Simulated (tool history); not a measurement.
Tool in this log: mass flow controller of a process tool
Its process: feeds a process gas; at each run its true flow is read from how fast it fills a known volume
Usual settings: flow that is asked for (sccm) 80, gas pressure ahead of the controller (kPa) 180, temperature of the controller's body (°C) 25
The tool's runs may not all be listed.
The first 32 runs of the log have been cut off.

| run | day | flow that is asked for (sccm) | gas pressure ahead of the controller (kPa) | temperature of the controller's body (°C) | true flow (%) |
|---|---|---|---|---|---|
| 33 | 128.533 | 23 | 147 | 25 | 97.95 |
| 34 | 133.717 | 34 | 180 | 28 | 97.66 |
| 35 | 137.767 | 54 | 180 | 35 | 97.62 |
| 36 | 141.542 | 52 | 180 | 30 | 98.13 |
| 37 | 145.642 | 14 | 199 | 35 | 96.89 |
| 38 | 149.138 | 81 | 156 | 32 | 98.71 |
| 39 | 153.208 | 72 | 203 | 25 | 99.42 |
| 40 | 156.762 | 80 | 203 | 26 | 99.48 |
| 41 | 160.883 | 20 | 157 | 26 | 97.91 |
| 42 | 163.062 | 20 | 157 | 26 | 97.87 |
| 43 | 167.242 | 20 | 157 | 26 | 97.86 |
| 44 | 169.696 | 98 | 180 | 23 | 100.48 |
| 45 | 174.271 | 68 | 180 | 31 | 98.67 |
| 46 | 176.633 | 68 | 165 | 31 | 98.59 |
| 47 | 181.85 | 80 | 180 | 22 | 99.96 |
| 48 | 186.654 | 39 | 183 | 37 | 97.17 |
| 49 | 190.817 | 39 | 183 | 24 | 98.61 |

Consider 3 possible next runs. They are alternatives, not a sequence: every one starts from the tool as it was left by run 49. What does each give?
| A | 194.854 | 31 | 229 | 28 | ? |
| B | 194.854 | 23 | 150 | 31 | ? |
| C | 194.854 | 15 | 183 | 24 | ? |

| run | true flow (%) |
|---|---|
| A | 98.19 |
| B | 97.59 |
| C | 98.45 |
With no hidden state in the tool, these same runs would have given:
| run | true flow (%) |
|---|---|
| A | 97.44 |
| B | 96.67 |
| C | 97.18 |
